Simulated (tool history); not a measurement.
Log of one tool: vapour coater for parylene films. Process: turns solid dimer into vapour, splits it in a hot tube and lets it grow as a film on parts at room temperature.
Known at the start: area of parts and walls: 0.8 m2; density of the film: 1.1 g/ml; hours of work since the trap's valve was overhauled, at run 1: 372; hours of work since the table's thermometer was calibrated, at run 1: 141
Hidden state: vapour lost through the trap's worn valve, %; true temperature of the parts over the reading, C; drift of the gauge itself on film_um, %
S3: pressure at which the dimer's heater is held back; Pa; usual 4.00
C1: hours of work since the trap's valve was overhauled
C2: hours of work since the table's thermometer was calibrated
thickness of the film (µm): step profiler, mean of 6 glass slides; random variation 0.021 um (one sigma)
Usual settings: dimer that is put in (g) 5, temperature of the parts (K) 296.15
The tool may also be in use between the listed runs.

{"run": 1, "hour": 0.0, "dimer that is put in (g)": 5, "temperature of the parts (K)": 296.15, "S3": 4.0, "C1": 372, "C2": 141, "thickness of the film (µm)": 2.83}
{"run": 2, "hour": 21.4, "dimer that is put in (g)": 5, "temperature of the parts (K)": 296.15, "S3": 7.93, "C1": 388, "C2": 157, "thickness of the film (µm)": 2.39}
{"run": 3, "hour": 35.9, "dimer that is put in (g)": 5, "temperature of the parts (K)": 296.15, "S3": 7.93, "C1": 398, "C2": 167, "thickness of the film (µm)": 2.39}
{"run": 4, "hour": 54.6, "dimer that is put in (g)": 5, "temperature of the parts (K)": 296.15, "S3": 4.0, "C1": 412, "C2": 181, "thickness of the film (µm)": 2.83}
{"run": 5, "hour": 67.6, "dimer that is put in (g)": 5, "temperature of the parts (K)": 296.15, "S3": 4.0, "C1": 422, "C2": 191, "thickness of the film (µm)": 2.78}
{"run": 6, "hour": 82.0, "dimer that is put in (g)": 5, "temperature of the parts (K)": 296.15, "S3": 4.0, "C1": 433, "C2": 202, "thickness of the film (µm)": 2.79}
{"run": 7, "hour": 92.5, "dimer that is put in (g)": 8, "temperature of the parts (K)": 296.15, "S3": 4.0, "C1": 440, "C2": 209, "thickness of the film (µm)": 4.46}
{"run": 8, "hour": 107.3, "dimer that is put in (g)": 5, "temperature of the parts (K)": 296.15, "S3": 2.04, "C1": 451, "C2": 220, "thickness of the film (µm)": 3.25}
{"run": 9, "hour": 117.1, "dimer that is put in (g)": 5, "temperature of the parts (K)": 296.15, "S3": 2.04, "C1": 459, "C2": 228, "thickness of the film (µm)": 3.25}
{"run": 10, "hour": 129.7, "dimer that is put in (g)": 5, "temperature of the parts (K)": 296.15, "S3": 5.02, "C1": 468, "C2": 237, "thickness of the film (µm)": 2.61}
{"run": 11, "hour": 140.7, "dimer that is put in (g)": 5, "temperature of the parts (K)": 296.15, "S3": 5.02, "C1": 476, "C2": 245, "thickness of the film (µm)": 2.6}
{"run": 12, "hour": 162.1, "dimer that is put in (g)": 7, "temperature of the parts (K)": 292.15, "S3": 5.02, "C1": 492, "C2": 261, "thickness of the film (µm)": 4.02}
{"run": 13, "hour": 174.6, "dimer that is put in (g)": 3, "temperature of the parts (K)": 291.15, "S3": 2.55, "C1": 501, "C2": 270, "thickness of the film (µm)": 2.05}
{"run": 14, "hour": 191.6, "dimer that is put in (g)": 8, "temperature of the parts (K)": 294.15, "S3": 2.55, "C1": 514, "C2": 283, "thickness of the film (µm)": 5.14}
{"run": 15, "hour": 206.6, "dimer that is put in (g)": 8, "temperature of the parts (K)": 294.15, "S3": 2.55, "C1": 525, "C2": 294, "thickness of the film (µm)": 5.15}
{"hour": 215.1, "done": "trap's valve overhauled"}
{"run": 16, "hour": 230.3, "dimer that is put in (g)": 8, "temperature of the parts (K)": 294.15, "S3": 2.55, "C1": 11, "C2": 309, "thickness of the film (µm)": 5.78}
{"run": 17, "hour": 241.5, "dimer that is put in (g)": 3, "temperature of the parts (K)": 294.15, "S3": 7.65, "C1": 20, "C2": 317, "thickness of the film (µm)": 1.67}
{"run": 18, "hour": 255.1, "dimer that is put in (g)": 3, "temperature of the parts (K)": 294.15, "S3": 7.65, "C1": 30, "C2": 327, "thickness of the film (µm)": 1.65}
{"run": 19, "hour": 272.1, "dimer that is put in (g)": 3, "temperature of the parts (K)": 294.15, "S3": 7.65, "C1": 42, "C2": 340, "thickness of the film (µm)": 1.65}
{"run": 20, "hour": 290.2, "dimer that is put in (g)": 4, "temperature of the parts (K)": 294.15, "S3": 7.65, "C1": 56, "C2": 353, "thickness of the film (µm)": 2.21}
{"run": 21, "hour": 306.9, "dimer that is put in (g)": 4, "temperature of the parts (K)": 288.15, "S3": 4.14, "C1": 68, "C2": 366, "thickness of the film (µm)": 2.98}
{"run": 22, "hour": 327.0, "dimer that is put in (g)": 8, "temperature of the parts (K)": 292.15, "S3": 5.31, "C1": 83, "C2": 380, "thickness of the film (µm)": 4.98}

Forecast each of these 5 alternatives for the next run:
{"run": "A", "hour": 347.8, "dimer that is put in (g)": 5, "temperature of the parts (K)": 296.15, "S3": 2.29, "C1": 98, "C2": 396, "thickness of the film (µm)": "?"}
{"run": "B", "hour": 347.8, "dimer that is put in (g)": 6, "temperature of the parts (K)": 302.15, "S3": 7.78, "C1": 98, "C2": 396, "thickness of the film (µm)": "?"}
{"run": "C", "hour": 347.8, "dimer that is put in (g)": 8, "temperature of the parts (K)": 299.15, "S3": 5.31, "C1": 98, "C2": 396, "thickness of the film (µm)": "?"}
{"run": "D", "hour": 347.8, "dimer that is put in (g)": 8, "temperature of the parts (K)": 292.15, "S3": 3.4, "C1": 98, "C2": 396, "thickness of the film (µm)": "?"}
{"run": "E", "hour": 347.8, "dimer that is put in (g)": 4, "temperature of the parts (K)": 304.15, "S3": 11.6, "C1": 98, "C2": 396, "thickness of the film (µm)": "?"}

run=A thickness_of_the_film_(µm)=3.45
run=B thickness_of_the_film_(µm)=2.64
run=C thickness_of_the_film_(µm)=4.14
run=D thickness_of_the_film_(µm)=5.62
run=E thickness_of_the_film_(µm)=1.53
Without the tool's hidden state the same runs would have given:
run=A thickness_of_the_film_(µm)=3.52
run=B thickness_of_the_film_(µm)=2.69
run=C thickness_of_the_film_(µm)=4.23
run=D thickness_of_the_film_(µm)=5.73
run=E thickness_of_the_film_(µm)=1.56

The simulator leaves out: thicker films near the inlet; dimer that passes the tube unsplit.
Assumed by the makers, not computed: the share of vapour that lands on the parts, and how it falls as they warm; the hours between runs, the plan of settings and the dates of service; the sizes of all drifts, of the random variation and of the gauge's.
